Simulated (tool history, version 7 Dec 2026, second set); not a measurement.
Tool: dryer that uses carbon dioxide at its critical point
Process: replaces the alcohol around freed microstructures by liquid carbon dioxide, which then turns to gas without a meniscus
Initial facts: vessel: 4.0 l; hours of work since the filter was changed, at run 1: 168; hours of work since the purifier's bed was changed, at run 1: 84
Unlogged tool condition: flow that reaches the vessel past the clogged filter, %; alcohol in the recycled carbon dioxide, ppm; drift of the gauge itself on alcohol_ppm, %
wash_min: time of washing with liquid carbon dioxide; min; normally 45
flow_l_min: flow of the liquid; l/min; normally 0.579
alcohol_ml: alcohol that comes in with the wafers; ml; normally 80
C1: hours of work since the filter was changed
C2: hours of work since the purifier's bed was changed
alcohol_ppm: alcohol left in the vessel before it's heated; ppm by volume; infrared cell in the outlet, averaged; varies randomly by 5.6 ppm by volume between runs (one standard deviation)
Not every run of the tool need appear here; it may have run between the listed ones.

{"run": 1, "hour": 0.0, "wash_min": 45, "flow_l_min": 0.579, "alcohol_ml": 80, "C1": 168, "C2": 84, "alcohol_ppm": 245}
{"run": 2, "hour": 6.9, "wash_min": 37, "flow_l_min": 0.579, "alcohol_ml": 80, "C1": 171, "C2": 87, "alcohol_ppm": 513}
{"hour": 14.8, "done": "inlet filter changed"}
{"run": 3, "hour": 17.1, "wash_min": 45, "flow_l_min": 0.579, "alcohol_ml": 80, "C1": 1, "C2": 92, "alcohol_ppm": 202}
{"run": 4, "hour": 25.3, "wash_min": 45, "flow_l_min": 0.579, "alcohol_ml": 21, "C1": 5, "C2": 96, "alcohol_ppm": 69}
{"run": 5, "hour": 32.9, "wash_min": 45, "flow_l_min": 0.579, "alcohol_ml": 91, "C1": 9, "C2": 100, "alcohol_ppm": 226}
{"run": 6, "hour": 37.4, "wash_min": 45, "flow_l_min": 0.579, "alcohol_ml": 91, "C1": 11, "C2": 102, "alcohol_ppm": 229}
{"run": 7, "hour": 43.9, "wash_min": 45, "flow_l_min": 0.401, "alcohol_ml": 80, "C1": 15, "C2": 105, "alcohol_ppm": 770}
{"run": 8, "hour": 48.3, "wash_min": 53, "flow_l_min": 0.748, "alcohol_ml": 21, "C1": 17, "C2": 108, "alcohol_ppm": 32}
{"run": 9, "hour": 54.2, "wash_min": 29, "flow_l_min": 0.748, "alcohol_ml": 24, "C1": 20, "C2": 111, "alcohol_ppm": 127}
{"run": 10, "hour": 58.7, "wash_min": 69, "flow_l_min": 0.579, "alcohol_ml": 85, "C1": 22, "C2": 113, "alcohol_ppm": 36}
{"run": 11, "hour": 66.2, "wash_min": 69, "flow_l_min": 0.379, "alcohol_ml": 27, "C1": 26, "C2": 117, "alcohol_ppm": 75}
{"run": 12, "hour": 71.6, "wash_min": 69, "flow_l_min": 0.379, "alcohol_ml": 27, "C1": 29, "C2": 119, "alcohol_ppm": 84}
{"run": 13, "hour": 76.1, "wash_min": 42, "flow_l_min": 0.741, "alcohol_ml": 40, "C1": 31, "C2": 122, "alcohol_ppm": 54}
{"run": 14, "hour": 81.8, "wash_min": 66, "flow_l_min": 0.579, "alcohol_ml": 35, "C1": 34, "C2": 125, "alcohol_ppm": 35}

4 options for the next run, each taken on its own from the tool as it stands now. Forecast them:
{"run": "A", "hour": 85.8, "wash_min": 40, "flow_l_min": 0.885, "alcohol_ml": 80, "C1": 36, "C2": 127, "alcohol_ppm": "?"}
{"run": "B", "hour": 85.8, "wash_min": 55, "flow_l_min": 0.579, "alcohol_ml": 80, "C1": 36, "C2": 127, "alcohol_ppm": "?"}
{"run": "C", "hour": 85.8, "wash_min": 53, "flow_l_min": 0.579, "alcohol_ml": 35, "C1": 36, "C2": 127, "alcohol_ppm": "?"}
{"run": "D", "hour": 85.8, "wash_min": 62, "flow_l_min": 0.853, "alcohol_ml": 93, "C1": 36, "C2": 127, "alcohol_ppm": "?"}

run=A alcohol_ppm=48
run=B alcohol_ppm=87
run=C alcohol_ppm=55
run=D alcohol_ppm=29
Take away the tool's hidden state, keep each run's random variation, and the runs would have read:
run=A alcohol_ppm=24
run=B alcohol_ppm=61
run=C alcohol_ppm=32
run=D alcohol_ppm=9
